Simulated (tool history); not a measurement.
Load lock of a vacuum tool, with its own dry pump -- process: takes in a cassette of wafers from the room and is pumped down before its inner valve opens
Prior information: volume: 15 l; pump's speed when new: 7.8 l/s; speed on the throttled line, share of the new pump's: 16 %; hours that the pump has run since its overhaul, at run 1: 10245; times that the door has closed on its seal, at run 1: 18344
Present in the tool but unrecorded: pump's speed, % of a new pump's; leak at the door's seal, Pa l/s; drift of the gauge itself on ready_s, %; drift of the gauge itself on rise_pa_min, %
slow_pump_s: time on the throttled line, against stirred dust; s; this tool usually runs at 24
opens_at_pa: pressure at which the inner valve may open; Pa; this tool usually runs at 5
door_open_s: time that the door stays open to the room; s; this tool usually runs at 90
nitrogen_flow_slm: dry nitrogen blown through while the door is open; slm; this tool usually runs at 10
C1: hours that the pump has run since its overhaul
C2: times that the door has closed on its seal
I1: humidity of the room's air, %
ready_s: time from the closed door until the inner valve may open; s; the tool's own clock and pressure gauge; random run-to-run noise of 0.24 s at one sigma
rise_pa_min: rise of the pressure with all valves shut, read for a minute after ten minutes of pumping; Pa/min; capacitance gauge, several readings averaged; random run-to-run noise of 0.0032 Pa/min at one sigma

{"run": 1, "hour": 0.0, "slow_pump_s": 24, "opens_at_pa": 5, "door_open_s": 90, "nitrogen_flow_slm": 10, "C1": 10245, "C2": 18344, "I1": 43.2, "ready_s": 41.2, "rise_pa_min": 0.173}
{"run": 2, "hour": 238.8, "slow_pump_s": 24, "opens_at_pa": 5, "door_open_s": 90, "nitrogen_flow_slm": 10, "C1": 10484, "C2": 19341, "I1": 45.6, "ready_s": 41.0, "rise_pa_min": 0.181}
{"run": 3, "hour": 543.1, "slow_pump_s": 24, "opens_at_pa": 5, "door_open_s": 77, "nitrogen_flow_slm": 10, "C1": 10788, "C2": 20610, "I1": 48.9, "ready_s": 41.2, "rise_pa_min": 0.185}
{"run": 4, "hour": 970.5, "slow_pump_s": 24, "opens_at_pa": 5, "door_open_s": 90, "nitrogen_flow_slm": 10, "C1": 11215, "C2": 22394, "I1": 44.5, "ready_s": 41.5, "rise_pa_min": 0.195}
{"run": 5, "hour": 1330.3, "slow_pump_s": 24, "opens_at_pa": 5, "door_open_s": 90, "nitrogen_flow_slm": 25, "C1": 11575, "C2": 23896, "I1": 39.8, "ready_s": 40.8, "rise_pa_min": 0.169}
{"run": 6, "hour": 1575.3, "slow_pump_s": 24, "opens_at_pa": 5, "door_open_s": 90, "nitrogen_flow_slm": 10, "C1": 11820, "C2": 24918, "I1": 44.6, "ready_s": 41.3, "rise_pa_min": 0.212}
{"run": 7, "hour": 1935.3, "slow_pump_s": 24, "opens_at_pa": 5, "door_open_s": 90, "nitrogen_flow_slm": 35, "C1": 12180, "C2": 26421, "I1": 44.8, "ready_s": 41.6, "rise_pa_min": 0.176}
{"run": 8, "hour": 2162.3, "slow_pump_s": 24, "opens_at_pa": 5, "door_open_s": 90, "nitrogen_flow_slm": 35, "C1": 12407, "C2": 27369, "I1": 44.8, "ready_s": 41.2, "rise_pa_min": 0.186}
{"run": 9, "hour": 2627.7, "slow_pump_s": 24, "opens_at_pa": 5, "door_open_s": 90, "nitrogen_flow_slm": 35, "C1": 12873, "C2": 29311, "I1": 41.4, "ready_s": 41.3, "rise_pa_min": 0.19}
{"run": 10, "hour": 2936.4, "slow_pump_s": 24, "opens_at_pa": 5, "door_open_s": 90, "nitrogen_flow_slm": 35, "C1": 13181, "C2": 30600, "I1": 44.9, "ready_s": 41.6, "rise_pa_min": 0.198}
{"run": 11, "hour": 3371.7, "slow_pump_s": 24, "opens_at_pa": 5, "door_open_s": 90, "nitrogen_flow_slm": 35, "C1": 13617, "C2": 32417, "I1": 45.7, "ready_s": 42.2, "rise_pa_min": 0.212}
{"run": 12, "hour": 3679.2, "slow_pump_s": 24, "opens_at_pa": 5, "door_open_s": 90, "nitrogen_flow_slm": 35, "C1": 13924, "C2": 33700, "I1": 45.9, "ready_s": 41.8, "rise_pa_min": 0.224}
{"run": 13, "hour": 4013.5, "slow_pump_s": 24, "opens_at_pa": 5, "door_open_s": 90, "nitrogen_flow_slm": 35, "C1": 14258, "C2": 35095, "I1": 44.0, "ready_s": 42.4, "rise_pa_min": 0.231}
{"run": 14, "hour": 4239.0, "slow_pump_s": 24, "opens_at_pa": 5, "door_open_s": 90, "nitrogen_flow_slm": 35, "C1": 14484, "C2": 36036, "I1": 43.0, "ready_s": 42.2, "rise_pa_min": 0.236}
{"run": 15, "hour": 4612.5, "slow_pump_s": 24, "opens_at_pa": 5, "door_open_s": 90, "nitrogen_flow_slm": 35, "C1": 14857, "C2": 37595, "I1": 44.4, "ready_s": 42.1, "rise_pa_min": 0.257}
{"run": 16, "hour": 5037.3, "slow_pump_s": 24, "opens_at_pa": 5, "door_open_s": 90, "nitrogen_flow_slm": 35, "C1": 15282, "C2": 39369, "I1": 42.7, "ready_s": 42.0, "rise_pa_min": 0.263}
{"run": 17, "hour": 5501.5, "slow_pump_s": 24, "opens_at_pa": 5, "door_open_s": 90, "nitrogen_flow_slm": 35, "C1": 15746, "C2": 41306, "I1": 44.5, "ready_s": 42.6, "rise_pa_min": 0.289}
{"run": 18, "hour": 5974.5, "slow_pump_s": 30, "opens_at_pa": 5, "door_open_s": 90, "nitrogen_flow_slm": 10, "C1": 16219, "C2": 43280, "I1": 42.2, "ready_s": 47.2, "rise_pa_min": 0.334}
{"run": 19, "hour": 6206.4, "slow_pump_s": 30, "opens_at_pa": 5, "door_open_s": 90, "nitrogen_flow_slm": 10, "C1": 16451, "C2": 44248, "I1": 43.1, "ready_s": 47.3, "rise_pa_min": 0.342}
{"run": 20, "hour": 6420.0, "slow_pump_s": 30, "opens_at_pa": 5, "door_open_s": 90, "nitrogen_flow_slm": 23, "C1": 16665, "C2": 45139, "I1": 45.7, "ready_s": 47.2, "rise_pa_min": 0.341}
{"hour": 6623.7, "done": "door's seal changed, seat wiped"}
{"run": 21, "hour": 6638.8, "slow_pump_s": 16, "opens_at_pa": 5, "door_open_s": 90, "nitrogen_flow_slm": 10, "C1": 16882, "C2": 62, "I1": 41.9, "ready_s": 36.1, "rise_pa_min": 0.113}
{"run": 22, "hour": 6897.1, "slow_pump_s": 24, "opens_at_pa": 5, "door_open_s": 90, "nitrogen_flow_slm": 5, "C1": 17140, "C2": 1141, "I1": 45.8, "ready_s": 42.4, "rise_pa_min": 0.14}
{"run": 23, "hour": 7205.9, "slow_pump_s": 24, "opens_at_pa": 4, "door_open_s": 200, "nitrogen_flow_slm": 8, "C1": 17449, "C2": 2430, "I1": 45.1, "ready_s": 42.9, "rise_pa_min": 0.216}
{"run": 24, "hour": 7639.6, "slow_pump_s": 24, "opens_at_pa": 6, "door_open_s": 37, "nitrogen_flow_slm": 5, "C1": 17883, "C2": 4239, "I1": 47.0, "ready_s": 42.2, "rise_pa_min": 0.084}
{"run": 25, "hour": 8031.7, "slow_pump_s": 29, "opens_at_pa": 5, "door_open_s": 117, "nitrogen_flow_slm": 10, "C1": 18275, "C2": 5876, "I1": 49.8, "ready_s": 47.2, "rise_pa_min": 0.163}
{"run": 26, "hour": 8454.7, "slow_pump_s": 25, "opens_at_pa": 6, "door_open_s": 62, "nitrogen_flow_slm": 10, "C1": 18698, "C2": 7642, "I1": 44.9, "ready_s": 42.9, "rise_pa_min": 0.107}
{"run": 27, "hour": 8752.0, "slow_pump_s": 25, "opens_at_pa": 6, "door_open_s": 62, "nitrogen_flow_slm": 10, "C1": 18995, "C2": 8883, "I1": 45.0, "ready_s": 43.3, "rise_pa_min": 0.105}
{"run": 28, "hour": 9194.4, "slow_pump_s": 14, "opens_at_pa": 4, "door_open_s": 134, "nitrogen_flow_slm": 8, "C1": 19438, "C2": 10729, "I1": 45.9, "ready_s": 36.1, "rise_pa_min": 0.196}
{"run": 29, "hour": 9478.7, "slow_pump_s": 14, "opens_at_pa": 4, "door_open_s": 134, "nitrogen_flow_slm": 16, "C1": 19722, "C2": 11916, "I1": 40.7, "ready_s": 36.2, "rise_pa_min": 0.148}
{"run": 30, "hour": 9953.7, "slow_pump_s": 30, "opens_at_pa": 5, "door_open_s": 134, "nitrogen_flow_slm": 34, "C1": 20197, "C2": 13898, "I1": 45.7, "ready_s": 48.3, "rise_pa_min": 0.136}
{"run": 31, "hour": 10309.6, "slow_pump_s": 24, "opens_at_pa": 8, "door_open_s": 90, "nitrogen_flow_slm": 10, "C1": 20553, "C2": 15384, "I1": 44.9, "ready_s": 42.3, "rise_pa_min": 0.161}
{"run": 32, "hour": 10687.0, "slow_pump_s": 41, "opens_at_pa": 4, "door_open_s": 90, "nitrogen_flow_slm": 10, "C1": 20930, "C2": 16959, "I1": 44.6, "ready_s": 57.6, "rise_pa_min": 0.164}
{"run": 33, "hour": 11072.2, "slow_pump_s": 24, "opens_at_pa": 5, "door_open_s": 63, "nitrogen_flow_slm": 28, "C1": 21316, "C2": 18567, "I1": 43.8, "ready_s": 43.5, "rise_pa_min": 0.119}
{"run": 34, "hour": 11347.3, "slow_pump_s": 24, "opens_at_pa": 5, "door_open_s": 63, "nitrogen_flow_slm": 28, "C1": 21591, "C2": 19715, "I1": 42.9, "ready_s": 43.7, "rise_pa_min": 0.125}
{"run": 35, "hour": 11712.7, "slow_pump_s": 28, "opens_at_pa": 10, "door_open_s": 41, "nitrogen_flow_slm": 8, "C1": 21956, "C2": 21240, "I1": 45.5, "ready_s": 45.0, "rise_pa_min": 0.14}
{"run": 36, "hour": 12144.9, "slow_pump_s": 28, "opens_at_pa": 10, "door_open_s": 41, "nitrogen_flow_slm": 8, "C1": 22388, "C2": 23044, "I1": 45.2, "ready_s": 45.1, "rise_pa_min": 0.153}
{"run": 37, "hour": 12453.8, "slow_pump_s": 21, "opens_at_pa": 5, "door_open_s": 90, "nitrogen_flow_slm": 29, "C1": 22697, "C2": 24333, "I1": 46.9, "ready_s": 41.4, "rise_pa_min": 0.162}

Pick out some run-to-run changes in ready_s. Of each, how much would a tool without hidden state show as well, from the settings, what came in and chance, and how much is left for the hidden state and any gauge scatter not in both results compared?
Run 27 -> 28: slow_pump_s 25 -> 14, opens_at_pa 6 -> 4, door_open_s 62 -> 134, nitrogen_flow_slm 10 -> 8. ready_s -7.2 s: hidden state +0.7, all else -7.9.
Run 29 -> 30: slow_pump_s 14 -> 30, opens_at_pa 4 -> 5, nitrogen_flow_slm 16 -> 34. ready_s +12.1 s: hidden state -0.7, all else +12.8.
Run 31 -> 32: slow_pump_s 24 -> 41, opens_at_pa 8 -> 4. ready_s +15.3 s: hidden state -0.2, all else +15.5.
Run 32 -> 33: slow_pump_s 41 -> 24, opens_at_pa 4 -> 5, door_open_s 90 -> 63, nitrogen_flow_slm 10 -> 28. ready_s -14.1 s: hidden state +0.7, all else -14.8.
Run 36 -> 37: slow_pump_s 28 -> 21, opens_at_pa 10 -> 5, door_open_s 41 -> 90, nitrogen_flow_slm 8 -> 29. ready_s -3.7 s: hidden state +0.8, all else -4.5.
